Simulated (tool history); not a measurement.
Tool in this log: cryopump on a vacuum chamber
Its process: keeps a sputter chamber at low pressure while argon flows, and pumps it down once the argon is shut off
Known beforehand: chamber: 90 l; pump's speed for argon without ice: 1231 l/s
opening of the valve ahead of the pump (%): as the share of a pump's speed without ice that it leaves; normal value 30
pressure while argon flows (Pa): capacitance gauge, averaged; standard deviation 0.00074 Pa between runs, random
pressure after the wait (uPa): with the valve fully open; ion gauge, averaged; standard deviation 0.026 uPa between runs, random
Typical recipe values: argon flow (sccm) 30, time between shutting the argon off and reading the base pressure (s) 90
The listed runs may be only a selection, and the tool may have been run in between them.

run,hour,argon flow (sccm),time between shutting the argon off and reading the base pressure (s),opening of the valve ahead of the pump (%),pressure while argon flows (Pa),pressure after the wait (uPa)
1,0,30,90,30,0.1435,2.09
2,13.2,30,90,30,0.1439,2.09
3,22.4,30,90,30,0.144,2.18
4,35.6,30,90,30,0.1449,2.19
5,44,30,90,30,0.1433,2.22
6,59.6,30,90,30,0.145,2.15
7,66.9,30,90,30,0.1448,2.2
8,82.9,30,90,30,0.1454,2.22
9,92.3,30,90,30,0.1457,2.15
10,108,30,90,30,0.1456,2.18
11,118.7,30,211,30,0.1475,1.71
12,132.8,30,211,30,0.146,1.7
13,148.9,30,211,30,0.1464,1.83
14,158.5,30,90,47,0.0955,2.2
15,167.9,30,112,30,0.1465,2.06
16,177.6,30,157,30,0.1451,1.9
17,192.1,30,37,30,0.1479,3.41
18,208.8,30,101,45,0.101,2.1
19,221.7,23,90,34,0.1009,2.22
20,232.1,23,90,34,0.1003,2.24
21,240.2,20,210,30,0.099,1.78
22,254.6,20,69,17,0.1687,2.6
23,265.8,13,234,31,0.0618,1.81
24,272.6,41,90,20,0.2972,2.24
25,282.7,45,90,40,0.1709,2.31
26,297.3,38,90,33,0.1716,2.28
27,309.7,38,51,18,0.3038,2.98
28,318.3,38,51,18,0.3057,3.08
29,334,42,50,18,0.3352,3.01
30,347.5,30,90,18,0.2405,2.38
31,362.1,33,89,38,0.1323,2.27
32,378.6,32,204,26,0.1809,2
33,389.9,32,241,34,0.1435,1.81
34,398,30,87,58,0.0842,2.32

Per-run results on a tool with no hidden state, each run keeping its own random variation:
The hidden state here: pump's speed, % of a pump's without ice; cold plate's temperature, K; leak into the chamber, uPa l/s; drift of the gauge itself on working_pa, %; drift of the gauge itself on base_upa, %.
run,pressure while argon flows (Pa),pressure after the wait (uPa)
1,0.1372,1.08
2,0.1373,1.08
3,0.1373,1.14
4,0.138,1.11
5,0.1363,1.15
6,0.1377,1.08
7,0.1374,1.11
8,0.1378,1.14
9,0.1379,1.09
10,0.1375,1.08
11,0.1392,0.6
12,0.1376,0.6
13,0.1377,0.69
14,0.0867,1.08
15,0.1374,0.93
16,0.1359,0.74
17,0.1384,2.27
18,0.0913,0.97
19,0.0933,1.07
20,0.0926,1.07
21,0.0921,0.61
22,0.1617,1.39
23,0.0572,0.6
24,0.2823,1.06
25,0.1544,1.11
26,0.1573,1.07
27,0.2893,1.74
28,0.2908,1.81
29,0.3186,1.76
30,0.2282,1.11
31,0.1186,1.05
32,0.1673,0.66
33,0.1295,0.53
34,0.071,1.05

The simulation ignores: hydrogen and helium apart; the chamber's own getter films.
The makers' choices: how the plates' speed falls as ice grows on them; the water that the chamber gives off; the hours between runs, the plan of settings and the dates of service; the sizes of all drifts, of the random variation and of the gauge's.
